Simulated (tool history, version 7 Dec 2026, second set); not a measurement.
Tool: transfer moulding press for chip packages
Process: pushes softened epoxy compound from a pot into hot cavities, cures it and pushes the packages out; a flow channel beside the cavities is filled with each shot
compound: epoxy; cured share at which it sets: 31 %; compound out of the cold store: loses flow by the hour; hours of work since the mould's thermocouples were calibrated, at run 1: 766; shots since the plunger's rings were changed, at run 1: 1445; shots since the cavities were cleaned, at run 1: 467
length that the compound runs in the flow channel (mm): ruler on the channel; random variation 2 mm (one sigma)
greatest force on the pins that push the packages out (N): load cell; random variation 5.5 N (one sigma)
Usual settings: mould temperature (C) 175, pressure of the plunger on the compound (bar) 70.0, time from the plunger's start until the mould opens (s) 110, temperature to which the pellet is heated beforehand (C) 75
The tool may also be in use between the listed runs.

run     day  mould temperature (C)  pressure of the plunger on the compound (bar)  time from the plunger's start until the mould opens (s)  temperature to which the pellet is heated beforehand (C)  hours of work since the mould's thermocouples were calibrated  shots since the plunger's rings were changed  shots since the cavities were cleaned  incoming compound's hours out of the cold store  length that the compound runs in the flow channel (mm)  greatest force on the pins that push the packages out (N)
  1   0.000                    175                                           70.0                                                      110                                                        75                                                            766                                          1445                                    467                                             22.7                                                     602                                                        245
  2   1.458                    175                                           70.0                                                      110                                                        71                                                            781                                          1682                                    704                                             21.1                                                     602                                                        258
      3.254  -- cavities cleaned with cleaning compound and waxed
  3   3.567                    175                                           70.0                                                      110                                                        75                                                            801                                          2014                                     51                                             37.9                                                     565                                                        333
  4   5.579                    175                                           70.0                                                      110                                                        75                                                            821                                          2341                                    378                                             37.2                                                     567                                                        326
  5   6.650                    175                                           70.0                                                      110                                                        75                                                            831                                          2515                                    552                                             19.9                                                     601                                                        344
  6   8.204                    175                                           70.0                                                      110                                                        75                                                            847                                          2767                                    804                                             24.7                                                     593                                                        327
      8.667  -- mould's thermocouples calibrated
      9.429  -- cavities cleaned with cleaning compound and waxed
  7  10.421                    175                                           70.6                                                      110                                                        75                                                             17                                          3103                                    161                                             29.9                                                     582                                                        218
     10.846  -- cavities cleaned with cleaning compound and waxed, once more
  8  11.596                    175                                           82.4                                                      110                                                        75                                                             28                                          3284                                    122                                             42.6                                                     604                                                        210
  9  13.483                    175                                           60.4                                                      110                                                        75                                                             47                                          3590                                    428                                             23.2                                                     552                                                        256
 10  15.417                    174                                           70.0                                                      110                                                        75                                                             66                                          3904                                    742                                             32.5                                                     579                                                        285
     16.992  -- plunger's sealing rings changed
     17.054  -- cavities cleaned with cleaning compound and waxed
 11  17.054                    175                                           81.2                                                      110                                                        75                                                             80                                             0                                      0                                             46.5                                                     602                                                        183
 12  18.392                    175                                           79.7                                                      110                                                        75                                                             94                                           217                                    217                                             33.5                                                     628                                                        231
 13  20.279                    175                                           52.7                                                      110                                                        67                                                            112                                           524                                    524                                             26.6                                                     519                                                        262
 14  21.267                    175                                           78.4                                                      110                                                        69                                                            122                                           684                                    684                                             34.0                                                     621                                                        283
 15  22.358                    175                                           84.5                                                      110                                                        70                                                            133                                           861                                    861                                             38.2                                                     631                                                        287
     23.200  -- cavities cleaned with cleaning compound and waxed
 16  23.512                    175                                           84.5                                                      110                                                        70                                                            144                                          1038                                     51                                             29.6                                                     651                                                        212
 17  24.479                    175                                           84.5                                                      110                                                        70                                                            153                                          1195                                    208                                             32.1                                                     644                                                        219
 18  25.662                    175                                           78.4                                                       97                                                        70                                                            165                                          1387                                    400                                              9.1                                                     669                                                        302
 19  26.846                    173                                           74.2                                                       97                                                        70                                                            177                                          1579                                    592                                             15.1                                                     648                                                        383
 20  28.758                    173                                           74.2                                                       97                                                        70                                                            196                                          1890                                    903                                             23.0                                                     625                                                        398

Hidden state at the last listed run before each entry between runs and at the first one after, where it differs:
Between runs 2 and 3: cavities cleaned with cleaning compound and waxed (day 3.254)
  true mould temperature over the reading, C: 1.71 -> 1.75; pressure that reaches the compound, % of what is set: 97.26 -> 96.78; grip of the stained cavities, % over clean ones': 49.1 -> 92.7
  measured less the result without the state, length that the compound runs in the flow channel (mm): -14 -> -15; greatest force on the pins that push the packages out (N): +74 -> +147
Between runs 6 and 7: mould's thermocouples calibrated (day 8.667); cavities cleaned with cleaning compound and waxed (day 9.429)
  true mould temperature over the reading, C: 1.83 -> 0; pressure that reaches the compound, % of what is set: 95.8 -> 95.29; grip of the stained cavities, % over clean ones': 90.6 -> 17.9
  measured less the result without the state, length that the compound runs in the flow channel (mm): -19 -> -15; greatest force on the pins that push the packages out (N): +146 -> +34
Between runs 7 and 8: cavities cleaned with cleaning compound and waxed, once more (day 10.846)
  true mould temperature over the reading, C: 0 -> 0.03; pressure that reaches the compound, % of what is set: 95.29 -> 95.05; grip of the stained cavities, % over clean ones': 17.9 -> 13.1
  measured less the result without the state, length that the compound runs in the flow channel (mm): -15 -> -16; greatest force on the pins that push the packages out (N): +34 -> +24
Between runs 10 and 11: plunger's sealing rings changed (day 16.992); cavities cleaned with cleaning compound and waxed (day 17.054)
  true mould temperature over the reading, C: 0.1 -> 0.13; pressure that reaches the compound, % of what is set: 94.16 -> 99.37; grip of the stained cavities, % over clean ones': 52.2 -> 0.7
  measured less the result without the state, length that the compound runs in the flow channel (mm): -18 -> -2; greatest force on the pins that push the packages out (N): +96 -> +0
Between runs 15 and 16: cavities cleaned with cleaning compound and waxed (day 23.200)
  true mould temperature over the reading, C: 0.23 -> 0.25; pressure that reaches the compound, % of what is set: 98.14 -> 97.89; grip of the stained cavities, % over clean ones': 55.4 -> 9.4
  measured less the result without the state, length that the compound runs in the flow channel (mm): -7 -> -8; greatest force on the pins that push the packages out (N): +99 -> +15
